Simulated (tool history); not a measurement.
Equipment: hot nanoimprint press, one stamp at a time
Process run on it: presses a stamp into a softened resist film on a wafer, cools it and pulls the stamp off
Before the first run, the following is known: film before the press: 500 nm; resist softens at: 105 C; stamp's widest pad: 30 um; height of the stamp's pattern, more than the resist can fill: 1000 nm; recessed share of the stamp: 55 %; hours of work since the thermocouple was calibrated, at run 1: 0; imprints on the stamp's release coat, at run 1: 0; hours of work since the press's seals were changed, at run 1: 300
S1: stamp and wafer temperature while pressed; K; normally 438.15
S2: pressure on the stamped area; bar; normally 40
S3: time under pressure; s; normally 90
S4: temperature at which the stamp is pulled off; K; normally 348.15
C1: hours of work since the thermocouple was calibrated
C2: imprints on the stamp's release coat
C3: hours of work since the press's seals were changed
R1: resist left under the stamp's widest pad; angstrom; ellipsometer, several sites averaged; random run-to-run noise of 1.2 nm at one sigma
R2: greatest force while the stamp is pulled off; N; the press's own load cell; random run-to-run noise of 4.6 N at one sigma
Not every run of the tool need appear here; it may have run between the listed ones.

run,day,S1,S2,S3,S4,C1,C2,C3,R1,R2
1,0,438.15,40,90,348.15,0,0,300,2313,217
2,1.583,438.15,40,90,348.15,19,125,319,2302,222
3,4.396,438.15,40,90,348.15,53,348,353,2346,225
4,7.196,442.15,40,90,348.15,87,569,387,1847,231
5,9.842,442.15,40,90,348.15,118,779,418,1839,231
6,11.604,444.15,40,90,348.15,140,919,440,1643,219
7,13.075,438.15,40,92,348.15,157,1035,457,2335,233
8,15.671,438.15,40,92,348.15,189,1241,489,2315,225
9,18.404,438.15,40,90,348.15,221,1457,521,2355,218
# day 20.788: stamp cleaned and given a new release coat
10,21.062,438.15,40,90,348.15,250,22,550,2362,224
11,23.475,438.15,40,90,348.15,279,213,579,2365,226
12,24.988,438.15,40,90,356.15,298,332,598,2351,177
13,27.2,438.15,40,90,356.15,324,507,624,2377,175
14,28.758,438.15,40,90,356.15,343,631,643,2363,180

Predict the results of run 15:
15,30.783,438.15,40,90,356.15,367,791,667,?,?

{"run 15": {"R1": 2378, "R2": 179}}
If the tool had no hidden condition, the same run with the same run-to-run variation would have returned R1 2320 angstrom, R2 178 N.
